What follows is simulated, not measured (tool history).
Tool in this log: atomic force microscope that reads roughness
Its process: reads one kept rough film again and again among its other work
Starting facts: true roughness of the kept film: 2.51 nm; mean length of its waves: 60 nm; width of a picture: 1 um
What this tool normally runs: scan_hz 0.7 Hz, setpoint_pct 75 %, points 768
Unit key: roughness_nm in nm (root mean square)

run 1 hour=0 | scan_hz=0.7 setpoint_pct=75 points=768 | roughness_nm=2.174
run 2 hour=15.8 | scan_hz=0.7 setpoint_pct=75 points=768 | roughness_nm=2.15
run 3 hour=30.8 | scan_hz=0.7 setpoint_pct=75 points=768 | roughness_nm=2.148
run 4 hour=64.6 | scan_hz=0.7 setpoint_pct=75 points=768 | roughness_nm=2.302
run 5 hour=79.9 | scan_hz=0.7 setpoint_pct=75 points=768 | roughness_nm=2.306
run 6 hour=98.3 | scan_hz=0.7 setpoint_pct=75 points=768 | roughness_nm=2.278
run 7 hour=129.5 | scan_hz=0.7 setpoint_pct=75 points=768 | roughness_nm=2.247
run 8 hour=149 | scan_hz=0.7 setpoint_pct=75 points=521 | roughness_nm=2.234
run 9 hour=181.5 | scan_hz=1.129 setpoint_pct=75 points=768 | roughness_nm=2.155
run 10 hour=198.8 | scan_hz=1.129 setpoint_pct=75 points=853 | roughness_nm=2.153
run 11 hour=234.3 | scan_hz=0.7 setpoint_pct=75 points=262 | roughness_nm=2.166
run 12 hour=255.3 | scan_hz=0.766 setpoint_pct=59 points=262 | roughness_nm=2.221
run 13 hour=274.3 | scan_hz=0.766 setpoint_pct=59 points=262 | roughness_nm=2.189
run 14 hour=301.9 | scan_hz=0.766 setpoint_pct=59 points=262 | roughness_nm=2.171
run 15 hour=323.7 | scan_hz=0.766 setpoint_pct=59 points=262 | roughness_nm=2.159
run 16 hour=343.6 | scan_hz=1.891 setpoint_pct=71 points=264 | roughness_nm=2.174
run 17 hour=360.4 | scan_hz=2.079 setpoint_pct=75 points=692 | roughness_nm=2.115
run 18 hour=395.4 | scan_hz=1.747 setpoint_pct=75 points=768 | roughness_nm=2.125
run 19 hour=419.4 | scan_hz=2.71 setpoint_pct=57 points=794 | roughness_nm=2.204
run 20 hour=437.6 | scan_hz=1.493 setpoint_pct=66 points=794 | roughness_nm=2.198
run 21 hour=460.5 | scan_hz=1.493 setpoint_pct=66 points=794 | roughness_nm=2.217

Missing from the log above: 3 entries noted between runs. For each, name the pair of listed runs it sits between and say how the tool's hidden condition differs from the listed run just before to the listed run just after:
Run 3 -> run 4: new tip fitted (hour 63.8)
  radius of the tip, nm: 39.4 -> 10.7; height scale over the true one, %: -1.45 -> -1.5
  measured result minus the result with no hidden state, roughness_nm: -0.203 -> -0.04 nm (root mean square)
Run 15 -> run 16: new tip fitted (hour 334.5)
  radius of the tip, nm: 40.4 -> 11.6; height scale over the true one, %: -1.87 -> -1.9
  measured result minus the result with no hidden state, roughness_nm: -0.221 -> -0.052 nm (root mean square)
Run 20 -> run 21: height scale calibrated on a step standard (hour 460.5)
  radius of the tip, nm: 22.4 -> 24.7; height scale over the true one, %: -2.03 -> 0.03
  measured result minus the result with no hidden state, roughness_nm: -0.119 -> -0.087 nm (root mean square)
